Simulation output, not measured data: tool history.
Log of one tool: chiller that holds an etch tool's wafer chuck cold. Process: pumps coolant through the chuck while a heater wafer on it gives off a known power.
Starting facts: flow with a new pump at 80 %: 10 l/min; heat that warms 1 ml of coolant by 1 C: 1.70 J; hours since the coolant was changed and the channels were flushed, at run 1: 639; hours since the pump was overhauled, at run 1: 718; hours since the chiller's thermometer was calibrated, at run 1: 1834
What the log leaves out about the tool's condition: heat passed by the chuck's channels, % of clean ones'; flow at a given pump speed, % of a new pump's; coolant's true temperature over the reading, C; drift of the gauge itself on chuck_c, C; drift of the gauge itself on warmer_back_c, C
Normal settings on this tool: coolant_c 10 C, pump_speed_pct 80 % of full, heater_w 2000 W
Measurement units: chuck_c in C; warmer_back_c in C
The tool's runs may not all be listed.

run   hour  coolant_c  pump_speed_pct  heater_w  hours since the coolant was changed and the channels were flushed  hours since the pump was overhauled  hours since the chiller's thermometer was calibrated  chuck_c  warmer_back_c
  1    0.0         10              80      2000                                                                639                                  718                                                  1834     34.5           7.13
  2   23.1         10              80      1979                                                                662                                  741                                                  1857     34.3           7.06
  3   56.4         10              80      1979                                                                696                                  775                                                  1890     34.4           7.05
  4   90.4         10              80      1979                                                                730                                  809                                                  1924     34.5           7.11
  5  118.4          2              80      1979                                                                758                                  837                                                  1952     26.4           7.09
  6  158.3          2              80      1979                                                                798                                  877                                                  1992     26.4           7.04
  7  184.0         10              80      2000                                                                823                                  902                                                  2018     34.7           7.15
  8  230.9         10              80      2000                                                                870                                  949                                                  2065     35.0           7.14
  9  255.2         10              80      2000                                                                895                                  974                                                  2089     34.8           7.18
 10  291.1         10              80      2000                                                                930                                 1009                                                  2125     35.0           7.17
 11  318.8         10              80      2000                                                                958                                 1037                                                  2153     34.9           7.19
 12  350.8         10              80      2000                                                                990                                 1069                                                  2185     35.0           7.15
 13  387.2          1              80      2000                                                               1027                                 1106                                                  2221     26.2           7.14
 14  421.6          1              80      2000                                                               1061                                 1140                                                  2255     25.9           7.17
 15  473.3          5              66      2195                                                               1113                                 1192                                                  2307     36.3           9.49
     481.1  -- chiller's thermometer calibrated
 16  527.1         10              83      2362                                                               1165                                 1244                                                    46     38.9           8.23
 17  552.0         15              85      2875                                                               1190                                 1269                                                    71     49.8           9.75
 18  587.1         15              85      2875                                                               1226                                 1305                                                   106     49.9           9.71
 19  617.3          0              85      1861                                                               1256                                 1335                                                   136     22.3           6.32
 20  652.2         10              80      1792                                                               1291                                 1370                                                   171     32.4           6.44
 21  697.8         18              80      1646                                                               1336                                 1415                                                   217     38.6           5.98
 22  737.1         11              93      2000                                                               1376                                 1455                                                   256     33.9           6.21
     744.4  -- chiller's thermometer calibrated, once more
 23  790.2         12              61      1659                                                               1428                                 1507                                                    46     37.7           7.75
 24  813.5          6              75      1659                                                               1451                                 1530                                                    69     28.5           6.35
 25  843.6          2              76      2447                                                               1481                                 1560                                                    99     34.8           9.21
 26  880.7          5              72      2303                                                               1518                                 1597                                                   136     37.1           9.18

Alternative continuations, all from the tool just after run 26; predict every row:
  A  907.9          7              88      2114                                                               1545                                 1624                                                   164        ?              ?
  B  907.9          6              72      2303                                                               1545                                 1624                                                   164        ?              ?
  C  907.9          8              72      1200                                                               1545                                 1624                                                   164        ?              ?

run  chuck_c  warmer_back_c
  A     33.0           7.02
  B     38.1           9.25
  C     24.6           4.81
Stripped of hidden state, with their random variation kept, the same runs would have yielded:
run  chuck_c  warmer_back_c
  A     30.8           6.85
  B     35.5           9.02
  C     23.2           4.70
